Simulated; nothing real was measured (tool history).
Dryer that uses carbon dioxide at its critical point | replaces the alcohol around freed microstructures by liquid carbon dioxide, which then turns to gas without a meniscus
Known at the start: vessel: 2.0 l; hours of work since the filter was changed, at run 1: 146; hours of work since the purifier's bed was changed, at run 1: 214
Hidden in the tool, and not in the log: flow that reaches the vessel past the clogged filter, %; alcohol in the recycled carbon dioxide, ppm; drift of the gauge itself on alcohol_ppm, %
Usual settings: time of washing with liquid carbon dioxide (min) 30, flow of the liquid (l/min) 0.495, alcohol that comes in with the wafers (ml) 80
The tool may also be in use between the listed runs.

| run | hour | time of washing with liquid carbon dioxide (min) | flow of the liquid (l/min) | alcohol that comes in with the wafers (ml) | hours of work since the filter was changed | hours of work since the purifier's bed was changed | alcohol left in the vessel before it's heated (ppm by volume) |
|---|---|---|---|---|---|---|---|
| 1 | 0 | 30 | 0.495 | 80 | 146 | 214 | 82 |
| 2 | 8.5 | 30 | 0.495 | 80 | 152 | 220 | 89 |
| 3 | 17.4 | 30 | 0.495 | 80 | 158 | 226 | 96 |
| 4 | 25.4 | 30 | 0.495 | 80 | 163 | 231 | 92 |
| 5 | 29.6 | 30 | 0.495 | 80 | 166 | 234 | 91 |
| 6 | 35.2 | 30 | 0.495 | 80 | 170 | 238 | 102 |
| 7 | 43 | 30 | 0.495 | 80 | 175 | 243 | 97 |
| 8 | 47.6 | 30 | 0.402 | 56 | 178 | 246 | 200 |
| 9 | 54.6 | 36 | 0.495 | 80 | 182 | 250 | 45 |
| 10 | 62.2 | 36 | 0.495 | 80 | 188 | 256 | 44 |
| 11 | 69.8 | 21 | 0.495 | 80 | 193 | 261 | 562 |
| 12 | 77.6 | 21 | 0.495 | 80 | 198 | 266 | 547 |
| 13 | 84.1 | 22 | 0.469 | 60 | 202 | 270 | 448 |
| 14 | 92.8 | 22 | 0.469 | 60 | 208 | 276 | 460 |

Forecast each of these 3 alternatives for the next run:
| A | 102.5 | 22 | 0.632 | 32 | 214 | 282 | ? |
| B | 102.5 | 21 | 0.469 | 112 | 214 | 282 | ? |
| C | 102.5 | 48 | 0.302 | 65 | 214 | 282 | ? |

| run | alcohol left in the vessel before it's heated (ppm by volume) |
|---|---|
| A | 83 |
| B | 1038 |
| C | 139 |
Without the tool's hidden state the same runs would have given:
| run | alcohol left in the vessel before it's heated (ppm by volume) |
|---|---|
| A | 17 |
| B | 429 |
| C | 38 |

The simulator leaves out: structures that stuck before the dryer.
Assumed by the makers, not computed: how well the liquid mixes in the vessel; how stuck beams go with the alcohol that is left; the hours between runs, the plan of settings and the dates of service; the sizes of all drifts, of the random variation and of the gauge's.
